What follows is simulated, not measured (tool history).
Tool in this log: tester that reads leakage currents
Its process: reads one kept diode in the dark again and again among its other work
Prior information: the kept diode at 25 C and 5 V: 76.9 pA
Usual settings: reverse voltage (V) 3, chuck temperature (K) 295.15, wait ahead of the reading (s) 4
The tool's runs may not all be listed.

| run | hour | reverse voltage (V) | chuck temperature (K) | wait ahead of the reading (s) | current that the tester gives (pA) |
|---|---|---|---|---|---|
| 1 | 0 | 3 | 295.15 | 4 | 51.62 |
| 2 | 213.5 | 3 | 295.15 | 4 | 52.22 |
| 3 | 469.7 | 3 | 295.15 | 4 | 53.05 |
| 4 | 655.8 | 3 | 295.15 | 4 | 53.6 |
| 5 | 860.1 | 3 | 295.15 | 4 | 54.24 |
| 6 | 1000.6 | 3 | 295.15 | 4 | 54.58 |
| 7 | 1226.3 | 3 | 295.15 | 4 | 55.48 |
|  | 1252.1 | tester calibrated |
| 8 | 1401.8 | 3 | 295.15 | 4 | 54.85 |
| 9 | 1609.8 | 3 | 295.15 | 4 | 55.59 |
| 10 | 1769 | 3 | 295.15 | 4 | 55.92 |
|  | 1935.3 | probe card cleaned and baked |
| 11 | 1996.7 | 3 | 295.15 | 4 | 48.03 |
| 12 | 2224.7 | 3 | 295.15 | 4 | 48.73 |
| 13 | 2336.3 | 3 | 295.15 | 4 | 49.2 |
|  | 2456.1 | chuck's temperature calibrated |
| 14 | 2474.5 | 3 | 295.15 | 4 | 45.31 |
| 15 | 2718.8 | 3 | 295.15 | 4 | 46.1 |
| 16 | 2961 | 3 | 295.15 | 4 | 46.76 |
| 17 | 3104.1 | 3 | 295.15 | 4 | 47.31 |
| 18 | 3214 | 3 | 295.15 | 4 | 47.54 |
| 19 | 3352.7 | 3 | 311.15 | 4 | 206.69 |
| 20 | 3577.3 | 3 | 295.15 | 4 | 48.58 |
| 21 | 3778.8 | 3 | 295.15 | 4 | 49.53 |
| 22 | 4015.1 | 3 | 295.15 | 4 | 50.07 |
| 23 | 4151.9 | 3 | 295.15 | 4 | 50.53 |

Run 24, settings as shown, results not yet in. Your forecast:
| 24 | 4303 | 3 | 328.15 | 2.31 | ? |

Run 24 came out at current that the tester gives (pA) 881.82.
Without the tool's hidden state the same run would have given current that the tester gives (pA) 841.21.
